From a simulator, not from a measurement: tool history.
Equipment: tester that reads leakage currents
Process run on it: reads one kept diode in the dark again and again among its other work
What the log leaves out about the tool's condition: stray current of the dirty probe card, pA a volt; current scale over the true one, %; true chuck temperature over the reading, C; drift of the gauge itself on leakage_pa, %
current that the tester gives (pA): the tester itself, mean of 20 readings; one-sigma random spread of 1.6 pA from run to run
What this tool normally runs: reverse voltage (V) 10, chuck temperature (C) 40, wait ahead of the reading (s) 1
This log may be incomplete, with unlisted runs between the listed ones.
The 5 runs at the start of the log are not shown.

run,hour,reverse voltage (V),chuck temperature (C),wait ahead of the reading (s),hours of work since the probe card was cleaned,hours of work since the tester was calibrated,hours of work since the chuck was calibrated,current that the tester gives (pA)
6,98.6,10,40,0.48,443,621,650,524.46
7,121.8,10,40,0.48,459,637,666,524.16
8,147.3,1.5,40,0.48,476,654,684,233.96
9,161.8,1.5,40,0.48,486,664,694,232.19
10,191.3,1.5,42,0.48,507,684,714,268.49
11,223.2,15.2,40,1,529,706,736,628.11
12,242.9,15.2,40,1,542,720,750,624.09
13,257.1,15.2,40,1,552,730,759,626.15
14,281,15.2,40,1,568,746,776,625.22
15,300.7,10,40,1,582,760,789,524.13
16,328.6,10,22,1,601,779,809,145.5
17,347.4,10,30,1,614,792,821,258.68
18,370.5,10,30,1,630,808,837,258.51
# hour 375.4: probe card cleaned and baked
19,392.6,10,45,1,12,821,850,731.13
20,417.4,10,40,1,29,838,867,523.07
21,439.4,1.4,27,1,44,853,883,87.87
# hour 470.5: probe card cleaned and baked, once more
22,471.9,4.6,27,1.33,1,873,903,142.61
23,496.5,7.8,60,1.3,18,890,920,1713.78
24,526.4,4,43,1,38,911,940,427.66
25,542,1.1,46,0.58,49,921,951,305.24
26,560.9,1.1,46,0.58,62,934,964,305.01
27,579.1,10,24,0.92,75,947,977,159.13
28,604.9,6.1,24,2.64,92,965,994,127.31

Estimate the outcome of run 29 from the log above:
29,633.8,6.1,24,2.64,112,985,1014,?

{"run 29": {"current that the tester gives (pA)": 127.46}}
If the tool had no hidden condition, the same run with the same run-to-run variation would have returned current that the tester gives (pA) 132.91.

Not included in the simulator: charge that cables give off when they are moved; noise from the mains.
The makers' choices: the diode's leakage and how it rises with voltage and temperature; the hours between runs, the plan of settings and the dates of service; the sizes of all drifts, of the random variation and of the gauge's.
